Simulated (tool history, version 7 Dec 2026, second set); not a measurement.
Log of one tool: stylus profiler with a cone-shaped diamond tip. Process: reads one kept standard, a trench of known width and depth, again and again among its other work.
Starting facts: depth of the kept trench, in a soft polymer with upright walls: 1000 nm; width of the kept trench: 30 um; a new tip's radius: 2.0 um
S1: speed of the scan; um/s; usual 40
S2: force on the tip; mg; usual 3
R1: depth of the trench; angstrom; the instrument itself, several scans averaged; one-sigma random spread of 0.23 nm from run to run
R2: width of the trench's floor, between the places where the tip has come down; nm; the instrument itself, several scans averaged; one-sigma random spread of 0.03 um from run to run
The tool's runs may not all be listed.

run	hour	S1	S2	R1	R2
1	0	40	3	10111.2	24360
2	49.8	40	3	10110.1	24380
3	132.8	40	3	10101.6	24340
4	172.9	40	1.27	10050	24270
5	258.3	40	1.27	10043.5	24260
6	299.6	40	1.27	10041.6	24170
7	382	16	3	10097.7	24230
8	466.3	26	3	10095.5	24220
9	516.9	26	3	10094.5	24140
10	597.8	40	3	10088	24060
11	652.4	40	3	10089	24100
12	716.2	40	3	10086.3	24040
13	778.3	40	3	10088.7	23990
14	820.2	85	3	10085.4	23890
15	913.6	85	3	10077.6	23890
16	964.5	85	3	10081.3	23770
17	1009.9	85	3	10076.6	23750
18	1071.8	40	1.52	10030.7	23800
19	1161.4	40	1.52	10026.1	23750
20	1210.1	40	1.52	10021.9	23750
21	1282.1	65	3.27	10075.1	23730
22	1332.8	40	1.74	10028.4	23670
23	1383	40	2.91	10066.7	23700
24	1455.7	106	2.04	10037.7	23440
25	1529.9	82	6.95	10156.5	23610
26	1588.9	82	6.95	10158.4	23500
# hour 1684.6: height scale calibrated on a step standard
27	1687.1	108	2.3	10107.3	23380
28	1763.2	139	8.93	10263.4	23440
29	1819	58	1.48	10076.2	23400
30	1916.7	58	1.48	10073.1	23300
31	1982.1	86	1.08	10060.3	23150
32	2066.3	86	1.08	10056.2	23100
33	2160.9	86	1.08	10050.7	23090
# hour 2229.5: new tip fitted, height scale calibrated
34	2243.9	56	2.35	10106.7	26470
35	2311.3	20	1.65	10086.2	26480
36	2393.3	20	1.65	10082.2	26380
37	2448.9	130	2.97	10116.6	26070
38	2505	104	1.27	10064.8	25980
39	2558.1	36	2.67	10104.9	26220
40	2606.6	36	2.67	10106.7	26210

Some steps in R1 between neighbouring runs. How much of each would the tool show without its hidden state too (settings, what came in, random variation), and how much is left for the hidden state, with any gauge scatter that isn't in both results?
Unlogged tool condition in this case: radius of the tip, um; height scale over the true one, %; drift of the gauge itself on depth_nm, %; drift of the gauge itself on floor_um, %.
Run 24 -> 25: S1 106 -> 82, S2 2.04 -> 6.95. R1 +118.8 angstrom: hidden state -3, all else +121.8.
Run 26 -> 27: S1 82 -> 108, S2 6.95 -> 2.3, height scale calibrated on a step standard. R1 -51.1 angstrom: hidden state +70.2, all else -121.3.
Run 27 -> 28: S1 108 -> 139, S2 2.3 -> 8.93. R1 +156.1 angstrom: hidden state -2.3, all else +158.4.
Run 28 -> 29: S1 139 -> 58, S2 8.93 -> 1.48. R1 -187.2 angstrom: hidden state -1.8, all else -185.4.
Run 29 -> 30: settings left as they were, no log entry in between. R1 -3.1 angstrom: hidden state -3.3, all else +0.2.
Run 33 -> 34: S1 86 -> 56, S2 1.08 -> 2.35, new tip fitted, height scale calibrated. R1 +56 angstrom: hidden state +11.4, all else +44.6.
